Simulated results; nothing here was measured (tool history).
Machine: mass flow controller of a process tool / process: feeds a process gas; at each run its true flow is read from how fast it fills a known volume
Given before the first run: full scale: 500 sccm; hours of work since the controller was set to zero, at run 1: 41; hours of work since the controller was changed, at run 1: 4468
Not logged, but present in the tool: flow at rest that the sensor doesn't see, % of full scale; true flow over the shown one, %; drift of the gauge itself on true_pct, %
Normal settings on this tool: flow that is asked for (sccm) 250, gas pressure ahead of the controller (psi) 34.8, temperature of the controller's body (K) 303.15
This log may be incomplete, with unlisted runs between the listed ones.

run	hour	flow that is asked for (sccm)	gas pressure ahead of the controller (psi)	temperature of the controller's body (K)	hours of work since the controller was set to zero	hours of work since the controller was changed	true flow (%)
1	0	250	34.8	303.15	41	4468	99.28
2	182.1	250	38.1	303.15	120	4547	99.4
3	436.7	250	24.8	303.15	230	4657	99.02
4	667.2	250	34.8	303.15	329	4757	99.4
5	845.9	250	34.8	303.15	407	4834	99.44
6	973.6	250	34.8	303.15	462	4889	99.43
7	1160.8	250	34.8	303.15	543	4970	99.55
8	1299.5	250	34.8	303.15	603	5030	99.43
9	1581.2	250	34.8	303.15	725	5152	99.57
10	1830.7	250	34.8	303.15	832	5260	99.67
11	2029.5	250	31.9	305.15	918	5346	99.93
12	2207	250	25.4	305.15	995	5423	99.5
13	2384	250	25.4	305.15	1072	5499	99.62
14	2561.7	296	25.4	305.15	1148	5576	100.07
15	2796.3	236	38.3	299.15	1250	5677	99.63
16	2971.6	71	22.2	303.15	1326	5753	98.6
17	3204.8	71	22.2	303.15	1426	5854	98.77

3 options for the next run, each taken on its own from the tool as it stands now. Forecast them:
A	3385.3	114	22.6	310.15	1505	5932	?
B	3385.3	86	34.8	303.15	1505	5932	?
C	3385.3	408	22.2	300.15	1505	5932	?

run	true flow (%)
A	99.52
B	99.26
C	100.08
With no hidden state in the tool, these same runs would have given:
run	true flow (%)
A	98.81
B	98.54
C	99.38

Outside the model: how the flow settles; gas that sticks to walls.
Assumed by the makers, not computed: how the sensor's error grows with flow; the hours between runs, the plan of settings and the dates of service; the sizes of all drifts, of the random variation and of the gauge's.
